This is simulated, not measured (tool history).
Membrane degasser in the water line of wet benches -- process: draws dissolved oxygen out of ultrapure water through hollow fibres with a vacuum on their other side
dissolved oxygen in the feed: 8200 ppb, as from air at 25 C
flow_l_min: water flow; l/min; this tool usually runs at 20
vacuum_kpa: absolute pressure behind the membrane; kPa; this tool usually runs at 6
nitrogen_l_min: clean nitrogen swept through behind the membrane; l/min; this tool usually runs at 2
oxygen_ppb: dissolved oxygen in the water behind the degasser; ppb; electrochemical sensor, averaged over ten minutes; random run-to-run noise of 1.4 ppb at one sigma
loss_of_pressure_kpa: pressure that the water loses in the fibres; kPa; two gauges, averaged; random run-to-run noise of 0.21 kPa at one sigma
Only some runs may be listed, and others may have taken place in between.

run	hour	flow_l_min	vacuum_kpa	nitrogen_l_min	oxygen_ppb	loss_of_pressure_kpa
1	0	20	6	2	141.4	48.25
2	79.9	20	6	2	141.3	48.29
3	140.3	20	6	2	140.4	48.28
4	193.1	20	6	2	141.9	48.32
5	235.6	20	5.77	2	135.7	48.27
6	284.2	20	6	2	143.1	48.13
7	354.3	20	6	5.97	99.2	48.18
8	401.3	20	6	5.97	99.6	48
9	468.3	20	6	2	141.5	48.08
# hour 474.5: vacuum gauge calibrated
10	536	20	6	4.34	109.3	48.07
11	588.5	20	6	4.34	109.3	48.13
# hour 600.3: vacuum gauge calibrated, once more
12	639.9	16	6	2	90.5	38.46

Forecast run 13:
13	683.3	20	5.64	0.88	?	?

oxygen_ppb: 196.4 ppb
loss_of_pressure_kpa: 48.23 kPa
Were there no unlogged condition in the tool, this run, its random variation unchanged, would have produced oxygen_ppb 189.4 ppb, loss_of_pressure_kpa 47.66 kPa.
